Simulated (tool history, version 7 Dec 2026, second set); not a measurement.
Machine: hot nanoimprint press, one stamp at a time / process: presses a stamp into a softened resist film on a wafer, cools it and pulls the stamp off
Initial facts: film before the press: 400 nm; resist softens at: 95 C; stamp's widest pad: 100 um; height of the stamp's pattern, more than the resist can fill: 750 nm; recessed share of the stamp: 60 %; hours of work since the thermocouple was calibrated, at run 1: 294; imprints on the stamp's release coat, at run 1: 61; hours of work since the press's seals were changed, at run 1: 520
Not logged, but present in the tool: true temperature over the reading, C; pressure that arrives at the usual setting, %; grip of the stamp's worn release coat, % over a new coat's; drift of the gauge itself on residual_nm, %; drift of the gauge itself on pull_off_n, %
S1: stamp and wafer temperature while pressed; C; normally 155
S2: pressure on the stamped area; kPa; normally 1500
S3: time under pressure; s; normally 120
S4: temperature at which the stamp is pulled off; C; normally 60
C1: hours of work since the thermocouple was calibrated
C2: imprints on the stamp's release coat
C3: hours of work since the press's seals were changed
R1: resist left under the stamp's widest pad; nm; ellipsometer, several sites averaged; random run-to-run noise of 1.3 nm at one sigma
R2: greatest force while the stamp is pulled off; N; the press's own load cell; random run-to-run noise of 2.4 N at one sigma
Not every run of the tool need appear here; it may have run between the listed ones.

Run 1, hour 0.0: usual settings; C1 294; C2 61; C3 520. Result: R1 186.9 nm, R2 110 N.
Run 2, hour 10.3: usual settings but S3 207 s; C1 299; C2 95; C3 525. Result: R1 151.1 nm, R2 109 N.
Run 3, hour 35.4: usual settings but S4 46 C; C1 312; C2 178; C3 538. Result: R1 186.3 nm, R2 140 N.
Run 4, hour 57.3: usual settings but S3 111 s; C1 324; C2 251; C3 549. Result: R1 191.8 nm, R2 114 N.
Run 5, hour 78.0: usual settings but S3 111 s; C1 334; C2 320; C3 560. Result: R1 193.7 nm, R2 119 N.
Run 6, hour 94.2: usual settings; C1 343; C2 373; C3 568. Result: R1 186.0 nm, R2 126 N.
Run 7, hour 113.7: usual settings; C1 353; C2 438; C3 578. Result: R1 185.3 nm, R2 122 N.
Run 8, hour 125.3: usual settings; C1 359; C2 477; C3 584. Result: R1 184.7 nm, R2 125 N.
Run 9, hour 138.7: usual settings but S1 163 C; C1 366; C2 521; C3 591. Result: R1 113.6 nm, R2 131 N.
Run 10, hour 154.3: usual settings but S3 73 s; C1 374; C2 573; C3 599. Result: R1 220.1 nm, R2 124 N.
Run 11, hour 179.6: usual settings but S3 73 s; C1 387; C2 657; C3 613. Result: R1 216.3 nm, R2 128 N.
Run 12, hour 190.6: usual settings but S3 98 s; C1 392; C2 693; C3 618. Result: R1 198.3 nm, R2 136 N.
Run 13, hour 201.1: usual settings but S3 98 s; C1 398; C2 728; C3 624. Result: R1 197.1 nm, R2 135 N.
Run 14, hour 212.9: usual settings but S3 98 s; C1 404; C2 767; C3 630. Result: R1 196.8 nm, R2 137 N.
Run 15, hour 233.6: usual settings but S3 111 s; C1 415; C2 836; C3 640. Result: R1 187.5 nm, R2 141 N.
Run 16, hour 256.5: usual settings but S1 152 C, S2 2230 kPa, S3 179 s, S4 65 C; C1 427; C2 912; C3 652. Result: R1 157.7 nm, R2 133 N.
Run 17, hour 278.0: usual settings but S3 153 s, S4 65 C; C1 438; C2 983; C3 663. Result: R1 164.9 nm, R2 136 N.
Run 18, hour 289.0: usual settings but S1 144 C, S2 1460 kPa, S4 58 C; C1 443; C2 1020; C3 669. Result: R1 317.3 nm, R2 153 N.
At hour 294.3: plate thermocouple calibrated.
Run 19, hour 316.6: usual settings but S1 144 C, S2 1460 kPa, S4 58 C; C1 11; C2 1101; C3 682. Result: R1 304.6 nm, R2 150 N.
Run 20, hour 327.7: usual settings but S1 165 C, S2 1370 kPa, S3 230 s, S4 57 C; C1 17; C2 1138; C3 687. Result: R1 72.5 nm, R2 153 N.
Run 21, hour 350.9: usual settings but S2 2270 kPa; C1 29; C2 1215; C3 699. Result: R1 138.1 nm, R2 157 N.
At hour 363.6: plate thermocouple calibrated, once more.
Run 22, hour 367.2: usual settings but S2 1070 kPa, S3 83 s; C1 2; C2 1259; C3 706. Result: R1 262.8 nm, R2 163 N.
Run 23, hour 383.1: usual settings but S1 148 C, S2 930 kPa, S3 202 s, S4 59 C; C1 10; C2 1312; C3 715. Result: R1 292.7 nm, R2 166 N.
Run 24, hour 398.0: usual settings but S1 145 C, S2 940 kPa, S3 180 s, S4 54 C; C1 18; C2 1362; C3 722. Result: R1 330.3 nm, R2 180 N.
Run 25, hour 413.7: usual settings but S1 158 C, S4 51 C; C1 26; C2 1414; C3 730. Result: R1 170.6 nm, R2 182 N.
Run 26, hour 432.4: usual settings but S1 150 C, S2 1430 kPa, S3 74 s, S4 62 C; C1 36; C2 1476; C3 740. Result: R1 304.3 nm, R2 168 N.
Run 27, hour 446.0: usual settings but S1 146 C, S2 2100 kPa, S3 195 s, S4 47 C; C1 43; C2 1521; C3 747. Result: R1 259.1 nm, R2 198 N.

Forecast each of these 3 alternatives for the next run:
Run A, hour 462.7: usual settings but S1 146 C, S2 2100 kPa, S3 98 s, S4 55 C; C1 51; C2 1577; C3 756. Result: R1 ?, R2 ?.
Run B, hour 462.7: usual settings but S1 166 C, S2 2150 kPa, S4 50 C; C1 51; C2 1577; C3 756. Result: R1 ?, R2 ?.
Run C, hour 462.7: usual settings but S1 146 C, S2 1430 kPa, S3 178 s, S4 54 C; C1 51; C2 1577; C3 756. Result: R1 ?, R2 ?.

run     R1   R2
  A  307.2  183
  B   87.0  199
  C  293.4  181
What these runs would have given with no unlogged condition in the tool:
run     R1   R2
  A  303.2  115
  B   84.2  125
  C  291.0  114

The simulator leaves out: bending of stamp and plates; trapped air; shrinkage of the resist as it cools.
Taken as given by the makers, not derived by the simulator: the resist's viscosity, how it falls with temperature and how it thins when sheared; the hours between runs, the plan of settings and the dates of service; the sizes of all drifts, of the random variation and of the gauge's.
